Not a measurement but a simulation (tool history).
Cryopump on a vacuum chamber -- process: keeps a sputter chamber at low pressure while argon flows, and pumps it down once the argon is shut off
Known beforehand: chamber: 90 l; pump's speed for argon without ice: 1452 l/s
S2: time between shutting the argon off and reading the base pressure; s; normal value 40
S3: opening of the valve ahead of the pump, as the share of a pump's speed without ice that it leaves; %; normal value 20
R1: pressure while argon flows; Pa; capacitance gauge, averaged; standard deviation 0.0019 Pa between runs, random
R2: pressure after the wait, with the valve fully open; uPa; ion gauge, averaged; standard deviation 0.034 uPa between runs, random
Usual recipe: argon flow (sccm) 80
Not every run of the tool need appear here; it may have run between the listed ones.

Run 1, hour 0: usual settings. Result: R1 0.4699 Pa, R2 2.65 uPa.
Run 2, hour 14: usual settings. Result: R1 0.4751 Pa, R2 2.52 uPa.
Run 3, hour 34: usual settings. Result: R1 0.4724 Pa, R2 2.52 uPa.
Run 4, hour 53.3: usual settings but S2 64 s. Result: R1 0.4723 Pa, R2 1.95 uPa.
Run 5, hour 64.8: usual settings but S2 64 s. Result: R1 0.4714 Pa, R2 1.98 uPa.
Run 6, hour 74.9: usual settings but S2 64 s. Result: R1 0.4721 Pa, R2 2.01 uPa.
Run 7, hour 94.5: usual settings but argon flow (sccm) 99. Result: R1 0.5898 Pa, R2 2.58 uPa.
Run 8, hour 116.2: usual settings but argon flow (sccm) 99. Result: R1 0.5847 Pa, R2 2.61 uPa.
Run 9, hour 131: usual settings but argon flow (sccm) 99. Result: R1 0.5855 Pa, R2 2.65 uPa.
Run 10, hour 142.4: usual settings. Result: R1 0.4735 Pa, R2 2.58 uPa.
Run 11, hour 164.8: usual settings. Result: R1 0.4728 Pa, R2 2.7 uPa.
Run 12, hour 177.6: usual settings. Result: R1 0.4763 Pa, R2 2.64 uPa.
Run 13, hour 189.4: usual settings. Result: R1 0.4746 Pa, R2 2.65 uPa.
Run 14, hour 212.2: usual settings but S3 42 %. Result: R1 0.2302 Pa, R2 2.67 uPa.
Run 15, hour 231.3: usual settings but S3 42 %. Result: R1 0.2328 Pa, R2 2.63 uPa.
Run 16, hour 244.8: usual settings but S2 132 s. Result: R1 0.4756 Pa, R2 1.59 uPa.
Run 17, hour 267.1: usual settings but S2 132 s. Result: R1 0.478 Pa, R2 1.62 uPa.
Run 18, hour 287.3: usual settings but S2 132 s. Result: R1 0.4774 Pa, R2 1.58 uPa.
Run 19, hour 297.2: usual settings but argon flow (sccm) 38, S2 79 s, S3 17 %. Result: R1 0.2645 Pa, R2 1.99 uPa.
Run 20, hour 320.2: usual settings but argon flow (sccm) 35, S2 156 s. Result: R1 0.2068 Pa, R2 1.5 uPa.
Run 21, hour 340.2: usual settings but S2 54 s. Result: R1 0.4784 Pa, R2 2.34 uPa.
Run 22, hour 355.9: usual settings but argon flow (sccm) 137, S2 33 s. Result: R1 0.8206 Pa, R2 3.08 uPa.
Run 23, hour 367.6: usual settings but S2 142 s. Result: R1 0.4834 Pa, R2 1.62 uPa.
Run 24, hour 390.8: usual settings but S2 142 s. Result: R1 0.476 Pa, R2 1.61 uPa.
Run 25, hour 412: usual settings but S2 56 s. Result: R1 0.4808 Pa, R2 2.36 uPa.
Run 26, hour 425.6: usual settings but S2 56 s. Result: R1 0.4758 Pa, R2 2.38 uPa.
Run 27, hour 439.3: usual settings but S2 56 s. Result: R1 0.478 Pa, R2 2.34 uPa.
Run 28, hour 452.3: usual settings but S2 56 s. Result: R1 0.4763 Pa, R2 2.34 uPa.
Run 29, hour 462.1: usual settings but argon flow (sccm) 32, S2 185 s, S3 16 %. Result: R1 0.2386 Pa, R2 1.55 uPa.
Run 30, hour 473.3: usual settings but argon flow (sccm) 98. Result: R1 0.5866 Pa, R2 2.78 uPa.
Run 31, hour 489.1: usual settings but argon flow (sccm) 105, S2 65 s, S3 21 %. Result: R1 0.5985 Pa, R2 2.3 uPa.
Run 32, hour 500.3: usual settings but argon flow (sccm) 105, S2 65 s, S3 21 %. Result: R1 0.6012 Pa, R2 2.31 uPa.
Run 33, hour 523.3: usual settings but argon flow (sccm) 105, S2 65 s, S3 21 %. Result: R1 0.6028 Pa, R2 2.24 uPa.

5 options for the next run, each taken on its own from the tool as it stands now. Forecast them:
Run A, hour 534.1: usual settings but argon flow (sccm) 72, S2 118 s, S3 35 %. Result: R1 ?, R2 ?.
Run B, hour 534.1: usual settings but argon flow (sccm) 105, S2 65 s, S3 25 %. Result: R1 ?, R2 ?.
Run C, hour 534.1: usual settings but argon flow (sccm) 50, S2 69 s, S3 39 %. Result: R1 ?, R2 ?.
Run D, hour 534.1: usual settings but argon flow (sccm) 105, S2 64 s, S3 21 %. Result: R1 ?, R2 ?.
Run E, hour 534.1: usual settings but S3 26 %. Result: R1 ?, R2 ?.

run      R1    R2
  A  0.2527  1.81
  B  0.5095  2.32
  C   0.159  2.18
  D  0.6029  2.29
  E  0.3761  2.93
With the hidden condition removed and each run's random variation left untouched, the same runs would have given:
run      R1    R2
  A  0.2394  0.78
  B    0.49  1.26
  C  0.1497  1.15
  D  0.5834  1.25
  E  0.3612  1.88
